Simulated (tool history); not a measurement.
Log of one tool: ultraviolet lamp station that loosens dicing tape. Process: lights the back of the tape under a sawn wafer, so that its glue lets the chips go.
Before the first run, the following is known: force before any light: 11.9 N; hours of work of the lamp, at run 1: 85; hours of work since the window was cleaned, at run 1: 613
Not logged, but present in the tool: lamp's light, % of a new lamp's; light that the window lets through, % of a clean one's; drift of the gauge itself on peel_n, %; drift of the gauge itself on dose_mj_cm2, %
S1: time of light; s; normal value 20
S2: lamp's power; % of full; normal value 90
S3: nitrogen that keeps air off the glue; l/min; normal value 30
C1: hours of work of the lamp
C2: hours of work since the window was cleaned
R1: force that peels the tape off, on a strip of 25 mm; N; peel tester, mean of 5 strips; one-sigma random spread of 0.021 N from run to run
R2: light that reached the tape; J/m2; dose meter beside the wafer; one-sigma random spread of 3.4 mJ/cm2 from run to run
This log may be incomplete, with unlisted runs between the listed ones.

run   hour  S1  S2  S3   C1   C2     R1    R2
  1      0  20  90  30   85  613  1.332  4960
  2    7.4  20  90  30   89  616   1.34  4990
  3   18.5  20  90  30   94  621  1.366  5030
  4   26.5  20  90  30   98  625  1.333  4980
  5   35.5  20  90  30  102  629   1.33  4980
  6   43.3  20  68  30  106  633  2.172  3740
  7   49.9  33  90  30  109  636  0.443  8140
  8   59.7  20  90  30  114  641  1.328  4950
  9   66.9  20  90  30  117  644   1.32  4920
 10   76.8  20  90  30  122  649  1.404  4950
 11   91.7  20  90  30  129  656  1.333  4980
      98.9  -- window cleaned of glue's vapour
 12  100.8  20  90  30  133    1  1.079  5520
 13    110  29  63  32  137    5  1.048  5620
 14  124.2  29  63  32  144   12  1.005  5560
 15  133.7  12  78  36  149   17  3.111  2870
 16  141.8  25  71  36  153   20  0.994  5380
 17  156.3  25  71  36  160   27  0.983  5370
 18  168.8  25  71  36  165   33  1.006  5350
 19  180.9  25  71  36  171   39  0.992  5360
 20  189.6  25  74  20  175   43  1.429  5560
 21  199.2  25  93  20  180   48  0.883  6970
 22  206.9  20  94  17  184   51  1.575  5620
 23  217.6  20  94  17  189   56  1.565  5610
 24  232.4  20  81  23  196   64  1.666  4820

Branching from run 24: 3 alternative next runs. What would each branch give?
  A  247.4  20  73  30  203  71   ?   ?
  B  247.4  16  63  21  203  71   ?   ?
  C  247.4  20  66  30  203  71   ?   ?

run     R1    R2
  A  1.657  4310
  B  3.657  3010
  C  2.089  3920
What these runs would have given with no unlogged condition in the tool:
run     R1    R2
  A  1.523  4510
  B  3.465  3150
  C  1.933  4100

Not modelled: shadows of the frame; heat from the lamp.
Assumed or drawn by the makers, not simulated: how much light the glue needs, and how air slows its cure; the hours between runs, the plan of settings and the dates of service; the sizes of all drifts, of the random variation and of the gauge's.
